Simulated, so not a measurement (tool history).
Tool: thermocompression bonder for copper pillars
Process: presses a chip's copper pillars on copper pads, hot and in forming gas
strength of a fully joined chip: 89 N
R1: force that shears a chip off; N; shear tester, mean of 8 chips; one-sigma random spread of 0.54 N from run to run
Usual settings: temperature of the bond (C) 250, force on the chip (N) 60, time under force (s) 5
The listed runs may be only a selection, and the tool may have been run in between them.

{"run": 1, "hour": 0.0, "temperature of the bond (C)": 250, "force on the chip (N)": 60, "time under force (s)": 5, "R1": 41.8}
{"run": 2, "hour": 10.8, "temperature of the bond (C)": 250, "force on the chip (N)": 53, "time under force (s)": 5, "R1": 37.5}
{"run": 3, "hour": 19.6, "temperature of the bond (C)": 280, "force on the chip (N)": 60, "time under force (s)": 5, "R1": 60.3}
{"run": 4, "hour": 30.1, "temperature of the bond (C)": 280, "force on the chip (N)": 60, "time under force (s)": 5, "R1": 60.3}
{"run": 5, "hour": 39.8, "temperature of the bond (C)": 280, "force on the chip (N)": 60, "time under force (s)": 3, "R1": 53.3}
{"run": 6, "hour": 50.4, "temperature of the bond (C)": 280, "force on the chip (N)": 60, "time under force (s)": 3, "R1": 54}
{"run": 7, "hour": 58.6, "temperature of the bond (C)": 250, "force on the chip (N)": 60, "time under force (s)": 6, "R1": 45.3}
{"run": 8, "hour": 69.5, "temperature of the bond (C)": 250, "force on the chip (N)": 60, "time under force (s)": 6, "R1": 44.9}
{"run": 9, "hour": 83.1, "temperature of the bond (C)": 250, "force on the chip (N)": 60, "time under force (s)": 11, "R1": 53.1}
{"run": 10, "hour": 96.5, "temperature of the bond (C)": 250, "force on the chip (N)": 60, "time under force (s)": 11, "R1": 53.5}
{"run": 11, "hour": 107.5, "temperature of the bond (C)": 250, "force on the chip (N)": 60, "time under force (s)": 11, "R1": 54}
{"run": 12, "hour": 113.9, "temperature of the bond (C)": 250, "force on the chip (N)": 60, "time under force (s)": 11, "R1": 53.5}
{"run": 13, "hour": 120.6, "temperature of the bond (C)": 250, "force on the chip (N)": 60, "time under force (s)": 13, "R1": 55.8}
{"run": 14, "hour": 127.8, "temperature of the bond (C)": 250, "force on the chip (N)": 60, "time under force (s)": 3, "R1": 35.4}
{"run": 15, "hour": 141.0, "temperature of the bond (C)": 250, "force on the chip (N)": 60, "time under force (s)": 3, "R1": 36.5}
{"run": 16, "hour": 147.9, "temperature of the bond (C)": 250, "force on the chip (N)": 60, "time under force (s)": 3, "R1": 35.6}
{"run": 17, "hour": 157.7, "temperature of the bond (C)": 250, "force on the chip (N)": 60, "time under force (s)": 3, "R1": 39.6}
{"run": 18, "hour": 163.9, "temperature of the bond (C)": 250, "force on the chip (N)": 60, "time under force (s)": 3, "R1": 39.6}
{"run": 19, "hour": 177.3, "temperature of the bond (C)": 250, "force on the chip (N)": 73, "time under force (s)": 3, "R1": 47.9}
{"run": 20, "hour": 184.9, "temperature of the bond (C)": 264, "force on the chip (N)": 57, "time under force (s)": 5, "R1": 55}
{"run": 21, "hour": 198.2, "temperature of the bond (C)": 264, "force on the chip (N)": 57, "time under force (s)": 5, "R1": 52.7}
{"run": 22, "hour": 205.6, "temperature of the bond (C)": 238, "force on the chip (N)": 63, "time under force (s)": 4, "R1": 38.8}
{"run": 23, "hour": 215.6, "temperature of the bond (C)": 243, "force on the chip (N)": 58, "time under force (s)": 3, "R1": 34.5}
{"run": 24, "hour": 228.7, "temperature of the bond (C)": 236, "force on the chip (N)": 37, "time under force (s)": 5, "R1": 21.9}
{"run": 25, "hour": 235.6, "temperature of the bond (C)": 245, "force on the chip (N)": 68, "time under force (s)": 7, "R1": 53.4}
{"run": 26, "hour": 244.8, "temperature of the bond (C)": 245, "force on the chip (N)": 68, "time under force (s)": 7, "R1": 56.7}
{"run": 27, "hour": 257.5, "temperature of the bond (C)": 245, "force on the chip (N)": 68, "time under force (s)": 7, "R1": 55.2}
{"run": 28, "hour": 267.4, "temperature of the bond (C)": 224, "force on the chip (N)": 48, "time under force (s)": 5, "R1": 24.1}
{"run": 29, "hour": 278.6, "temperature of the bond (C)": 224, "force on the chip (N)": 48, "time under force (s)": 5, "R1": 20.1}
{"run": 30, "hour": 287.2, "temperature of the bond (C)": 271, "force on the chip (N)": 50, "time under force (s)": 5, "R1": 48.5}
{"run": 31, "hour": 296.4, "temperature of the bond (C)": 271, "force on the chip (N)": 50, "time under force (s)": 5, "R1": 48}
{"run": 32, "hour": 310.6, "temperature of the bond (C)": 277, "force on the chip (N)": 44, "time under force (s)": 5, "R1": 46.2}
{"run": 33, "hour": 323.2, "temperature of the bond (C)": 277, "force on the chip (N)": 44, "time under force (s)": 5, "R1": 46.3}
{"run": 34, "hour": 335.5, "temperature of the bond (C)": 260, "force on the chip (N)": 85, "time under force (s)": 6, "R1": 67.3}
{"run": 35, "hour": 342.7, "temperature of the bond (C)": 260, "force on the chip (N)": 85, "time under force (s)": 6, "R1": 67.7}

The log once held 3 entries between its listed runs, left out of this copy. Where does each go, and what is different about the tool's unlogged condition between the listed run before it and the listed run after it?
From run 16 to run 17: forming gas filter changed (hour 153.1)
  true temperature of the bond over the reading, C: 6.7 -> 6.8; force that reaches the chip, % of what is set: 102.3 -> 102.4; oxide that the forming gas leaves, % of the face: 10.08 -> 0.59
  the result without the hidden state subtracted from the measured one, R1: +1.3 -> +5.1 N
From run 25 to run 26: heater calibrated with a thermocouple chip (hour 238.8)
  true temperature of the bond over the reading, C: 7.5 -> 8.7; oxide that the forming gas leaves, % of the face: 1.81 -> 1.93
  the result without the hidden state subtracted from the measured one, R1: +5.8 -> +6.8 N
From run 28 to run 29: heater calibrated with a thermocouple chip, once more (hour 278.1)
  true temperature of the bond over the reading, C: 8.9 -> 0.2; force that reaches the chip, % of what is set: 102.9 -> 103; oxide that the forming gas leaves, % of the face: 2.3 -> 2.44
  the result without the hidden state subtracted from the measured one, R1: +4.4 -> +0.5 N
